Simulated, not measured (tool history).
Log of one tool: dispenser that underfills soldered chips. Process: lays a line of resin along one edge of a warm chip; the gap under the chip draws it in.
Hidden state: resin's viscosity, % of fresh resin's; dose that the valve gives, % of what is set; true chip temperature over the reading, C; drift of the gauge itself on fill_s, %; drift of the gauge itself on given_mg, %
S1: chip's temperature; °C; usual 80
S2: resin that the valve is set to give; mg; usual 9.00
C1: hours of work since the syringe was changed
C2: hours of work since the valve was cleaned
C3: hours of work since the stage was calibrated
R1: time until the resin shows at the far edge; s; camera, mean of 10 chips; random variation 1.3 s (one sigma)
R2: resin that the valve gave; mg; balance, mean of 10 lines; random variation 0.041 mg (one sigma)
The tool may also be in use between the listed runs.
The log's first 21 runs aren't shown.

{"hour": 103.0, "done": "new syringe of resin"}
{"run": 22, "hour": 103.9, "S1": 72, "S2": 11.18, "C1": 1, "C2": 4, "C3": 91, "R1": 170.0, "R2": 11.18}
{"run": 23, "hour": 108.6, "S1": 72, "S2": 11.18, "C1": 3, "C2": 7, "C3": 94, "R1": 199.9, "R2": 11.04}
{"hour": 114.4, "done": "new syringe of resin"}
{"run": 24, "hour": 115.1, "S1": 72, "S2": 11.18, "C1": 0, "C2": 11, "C3": 98, "R1": 170.2, "R2": 11.09}
{"run": 25, "hour": 121.7, "S1": 80, "S2": 9.09, "C1": 4, "C2": 15, "C3": 102, "R1": 145.6, "R2": 8.93}
{"hour": 125.9, "done": "new syringe of resin"}
{"run": 26, "hour": 127.9, "S1": 80, "S2": 9.09, "C1": 1, "C2": 19, "C3": 105, "R1": 128.7, "R2": 8.94}
{"run": 27, "hour": 131.0, "S1": 80, "S2": 10.47, "C1": 3, "C2": 21, "C3": 107, "R1": 139.7, "R2": 10.25}
{"run": 28, "hour": 134.1, "S1": 80, "S2": 10.47, "C1": 5, "C2": 23, "C3": 109, "R1": 147.6, "R2": 10.21}
{"hour": 137.4, "done": "new syringe of resin"}
{"run": 29, "hour": 137.5, "S1": 80, "S2": 10.47, "C1": 0, "C2": 25, "C3": 111, "R1": 119.6, "R2": 10.13}
{"run": 30, "hour": 143.6, "S1": 80, "S2": 10.47, "C1": 4, "C2": 28, "C3": 115, "R1": 143.5, "R2": 10.16}
{"run": 31, "hour": 147.1, "S1": 80, "S2": 10.47, "C1": 6, "C2": 30, "C3": 117, "R1": 160.6, "R2": 10.24}
{"hour": 149.2, "done": "new syringe of resin"}
{"run": 32, "hour": 152.1, "S1": 82, "S2": 10.96, "C1": 2, "C2": 33, "C3": 120, "R1": 121.6, "R2": 10.58}
{"run": 33, "hour": 155.0, "S1": 67, "S2": 11.03, "C1": 4, "C2": 35, "C3": 122, "R1": 232.7, "R2": 10.6}
{"hour": 160.9, "done": "new syringe of resin"}
{"run": 34, "hour": 160.9, "S1": 67, "S2": 11.03, "C1": 0, "C2": 39, "C3": 125, "R1": 205.1, "R2": 10.62}
{"run": 35, "hour": 164.0, "S1": 82, "S2": 10.11, "C1": 2, "C2": 40, "C3": 127, "R1": 122.2, "R2": 9.64}

Forecast each of these 5 alternatives for the next run:
{"run": "A", "hour": 168.2, "S1": 66, "S2": 7.63, "C1": 5, "C2": 43, "C3": 130, "R1": "?", "R2": "?"}
{"run": "B", "hour": 168.2, "S1": 74, "S2": 10.7, "C1": 5, "C2": 43, "C3": 130, "R1": "?", "R2": "?"}
{"run": "C", "hour": 168.2, "S1": 82, "S2": 8.13, "C1": 5, "C2": 43, "C3": 130, "R1": "?", "R2": "?"}
{"run": "D", "hour": 168.2, "S1": 95, "S2": 10.6, "C1": 5, "C2": 43, "C3": 130, "R1": "?", "R2": "?"}
{"run": "E", "hour": 168.2, "S1": 66, "S2": 7.86, "C1": 5, "C2": 43, "C3": 130, "R1": "?", "R2": "?"}

run=A R1=276.7 R2=7.36
run=B R1=183.6 R2=10.24
run=C R1=135.1 R2=7.85
run=D R1=80.6 R2=10.13
run=E R1=272.9 R2=7.58
Without the tool's hidden state the same runs would have given:
run=A R1=241.0 R2=7.68
run=B R1=161.4 R2=10.69
run=C R1=117.5 R2=8.19
run=D R1=70.5 R2=10.58
run=E R1=238.0 R2=7.91
